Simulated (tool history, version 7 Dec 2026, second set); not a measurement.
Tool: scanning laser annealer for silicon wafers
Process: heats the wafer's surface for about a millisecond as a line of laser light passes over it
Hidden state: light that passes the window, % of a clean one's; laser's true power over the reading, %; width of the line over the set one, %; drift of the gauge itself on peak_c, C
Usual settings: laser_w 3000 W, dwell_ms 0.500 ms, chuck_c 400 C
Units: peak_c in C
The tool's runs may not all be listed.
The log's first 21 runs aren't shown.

run	hour	laser_w	dwell_ms	chuck_c	hours of work since the window was cleaned	hours of work since the power meter was calibrated	hours of work since the optics were aligned	peak_c
22	390.3	3000	0.500	400	553	633	553	1158
23	415.7	3000	0.500	400	570	650	570	1159
24	429.3	3000	0.406	399	579	659	579	1073
25	450.1	3000	0.406	399	593	673	593	1074
26	472.1	2590	0.406	399	607	688	607	966
27	495.4	2590	0.406	399	623	703	623	965
28	515.5	3195	0.578	396	636	717	636	1280
29	527.9	3213	0.512	367	645	725	645	1195
30	540.4	3160	0.473	374	653	733	653	1156
31	563.0	3160	0.473	374	668	748	668	1157
32	576.5	2685	0.479	380	677	757	677	1028
33	590.0	2685	0.479	380	686	766	686	1026
34	610.9	2685	0.479	380	700	780	700	1025
35	632.7	2685	0.479	380	714	795	714	1026

Run 36 comes next. What will it give?
36	649.2	2685	0.479	380	726	806	726	?

peak_c: 1023 C
Without the tool's hidden state the same run would have given peak_c 1024 C.

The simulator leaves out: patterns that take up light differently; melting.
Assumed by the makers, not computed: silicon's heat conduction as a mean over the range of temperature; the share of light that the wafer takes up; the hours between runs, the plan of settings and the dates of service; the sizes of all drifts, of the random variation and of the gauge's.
